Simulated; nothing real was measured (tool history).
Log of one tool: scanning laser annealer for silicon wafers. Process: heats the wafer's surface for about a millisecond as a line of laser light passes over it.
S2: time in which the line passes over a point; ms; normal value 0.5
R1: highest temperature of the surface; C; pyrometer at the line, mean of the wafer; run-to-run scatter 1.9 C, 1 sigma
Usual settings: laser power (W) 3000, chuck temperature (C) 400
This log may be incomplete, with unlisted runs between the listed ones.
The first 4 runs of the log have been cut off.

Run 5, day 3.333: usual settings but S2 0.511 ms. Result: R1 1223 C.
Run 6, day 4.462: usual settings but S2 0.511 ms. Result: R1 1219 C.
Run 7, day 5.225: usual settings but S2 0.511 ms. Result: R1 1220 C.
Run 8, day 6.075: usual settings but S2 0.511 ms. Result: R1 1218 C.
Run 9, day 7.1: usual settings but S2 0.511 ms. Result: R1 1219 C.
Run 10, day 7.871: usual settings but S2 0.511 ms. Result: R1 1218 C.
Run 11, day 8.692: usual settings but S2 0.511 ms. Result: R1 1216 C.
Run 12, day 9.492: usual settings. Result: R1 1203 C.
Run 13, day 10.212: usual settings. Result: R1 1208 C.
Run 14, day 11.054: usual settings but laser power (W) 3025. Result: R1 1214 C.
Run 15, day 11.796: usual settings but laser power (W) 3025. Result: R1 1209 C.
Run 16, day 12.788: usual settings but chuck temperature (C) 438. Result: R1 1242 C.
At day 13.058: optics aligned, line set to its width.
Run 17, day 13.779: usual settings but laser power (W) 2684. Result: R1 1123 C.
Run 18, day 14.792: usual settings but laser power (W) 2684. Result: R1 1124 C.
Run 19, day 15.25: usual settings but laser power (W) 2819. Result: R1 1162 C.
Run 20, day 15.929: usual settings but laser power (W) 2819. Result: R1 1157 C.

The next listed run, before its measurement:
Run 21, day 16.608: usual settings but laser power (W) 2819, S2 0.356 ms. Result: R1 ?.

R1: 1020 C
With no hidden state in the tool, this same run would have given R1 1035 C.
